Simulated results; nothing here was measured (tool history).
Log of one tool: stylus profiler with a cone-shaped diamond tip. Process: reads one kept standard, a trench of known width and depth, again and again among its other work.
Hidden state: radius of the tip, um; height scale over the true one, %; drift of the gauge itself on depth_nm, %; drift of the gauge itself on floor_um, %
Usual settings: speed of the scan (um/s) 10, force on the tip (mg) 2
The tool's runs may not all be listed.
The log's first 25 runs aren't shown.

run,hour,speed of the scan (um/s),force on the tip (mg),scans with this tip,hours of work since the height scale was calibrated,depth of the trench (Å),width of the trench's floor (um)
26,2455.7,18,1.99,4713,414,1009.2,28
27,2520.9,15,0.95,5070,445,1005.2,27.91
28,2627.4,15,0.95,5653,497,1004.6,27.9
29,2685.1,15,0.95,5970,524,1004.1,27.89
30,2769.5,15,0.96,6432,565,1004.1,27.79
31,2874.3,34,0.83,7006,615,1003.3,27.56
32,2976.9,34,0.83,7568,665,1003.7,27.51
33,3087.8,34,1.32,8175,718,1005.7,27.46
34,3152,34,1.32,8527,749,1005.7,27.46
35,3242,13,0.87,9020,792,1002.5,27.56
36,3312,13,0.87,9403,826,1002.6,27.56
# hour 3350.9: new tip fitted, height scale calibrated
37,3445.1,7,0.83,515,45,1006.6,28.58
38,3580.5,7,0.83,1257,110,1005.5,28.49
39,3677.3,7,0.83,1787,157,1005.6,28.45
40,3790.9,7,0.83,2409,212,1005.4,28.33
41,3856.7,15,2.31,2770,243,1011.8,28.25
42,3920.1,13,3.33,3117,274,1014.2,28.24
43,4021.6,6,2.38,3673,323,1011,28.22
44,4156.5,6,3.12,4412,388,1012.9,28.17
45,4237,6,3.12,4853,426,1013.3,28.08

5 ways to go on from here, each from the tool as it stands after run 45. What would each give?
A,4355.1,5,3.12,5500,483,?,?
B,4355.1,31,2.6,5500,483,?,?
C,4355.1,4,3.12,5500,483,?,?
D,4355.1,16,4.92,5500,483,?,?
E,4355.1,17,4.5,5500,483,?,?

run,depth of the trench (Å),width of the trench's floor (um)
A,1013.2,28.04
B,1010.8,27.88
C,1012.9,28.02
D,1018.3,27.98
E,1017.4,27.92
Without the tool's hidden state the same runs would have given:
run,depth of the trench (Å),width of the trench's floor (um)
A,1015.8,28.75
B,1013.4,28.59
C,1015.5,28.73
D,1020.9,28.69
E,1020,28.63
